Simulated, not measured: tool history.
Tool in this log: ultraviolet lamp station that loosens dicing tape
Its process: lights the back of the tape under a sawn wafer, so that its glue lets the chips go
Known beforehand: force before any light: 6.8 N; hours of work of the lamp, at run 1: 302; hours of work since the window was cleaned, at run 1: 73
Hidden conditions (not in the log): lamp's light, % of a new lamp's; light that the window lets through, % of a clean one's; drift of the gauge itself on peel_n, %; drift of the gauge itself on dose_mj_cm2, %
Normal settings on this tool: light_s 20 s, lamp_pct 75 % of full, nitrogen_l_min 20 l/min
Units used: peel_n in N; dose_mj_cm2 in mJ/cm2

run    hour  light_s  lamp_pct  nitrogen_l_min  hours of work of the lamp  hours of work since the window was cleaned  peel_n  dose_mj_cm2
  1       0       20        75              20                        302                                          73   0.619          359
  2    61.2       20        75              20                        335                                         106   0.662          348
  3   122.3       20        75              20                        367                                         138   0.665          341
  4   160.4       20        75              20                        388                                         159     0.7          334
  5   209.4       20        75              20                        414                                         185   0.732          330
  6   271.6       20        75              20                        448                                         219   0.783          319
        283  -- window cleaned of glue's vapour
  7   343.6       20        75               6                        486                                          33   1.797          308
  8   416.5       20        70              20                        525                                          72    1.02          276
  9   469.2       20        75              20                        554                                         100    0.94          293
 10   527.3       20        75              20                        585                                         131   0.928          286
 11   595.3       15        75              20                        621                                         168   1.574          211
        624  -- window cleaned of glue's vapour, once more
 12   657.9       24        94              20                        655                                          18   0.281          505
 13   697.4       17        94              20                        676                                          39   0.629          356
 14   765.5       25        85              20                        713                                          76    0.36          467
 15   835.1       25        85              20                        750                                         113   0.372          452
 16   894.5       29        86              38                        782                                         145   0.185          514
 17   959.4       17        75              20                        817                                         180   1.148          257
 18  1026.5       17        89              19                        853                                         216   0.935          300
     1045.3  -- window cleaned of glue's vapour
 19  1078.6       17        89              19                        881                                          18   0.778          324
 20  1125.1       11        76              10                        906                                          43   2.644          174
 21  1173.2       11        95              20                        931                                          69   1.467          214
 22    1212       20        77              33                        952                                          90   0.572          314

Predict each of these 4 candidate next runs independently; none follows another, all start after run 22:
  A  1273.6       20        79              20                        985                                         123       ?            ?
  B  1273.6       20        99              33                        985                                         123       ?            ?
  C  1273.6       20        99              11                        985                                         123       ?            ?
  D  1273.6       15        75              20                        985                                         123       ?            ?

run  peel_n  dose_mj_cm2
  A   0.778          313
  B   0.345          397
  C   0.846          390
  D   1.418          225
Without the tool's hidden state the same runs would have given:
run  peel_n  dose_mj_cm2
  A   0.439          413
  B   0.198          522
  C   0.477          514
  D   0.894          296
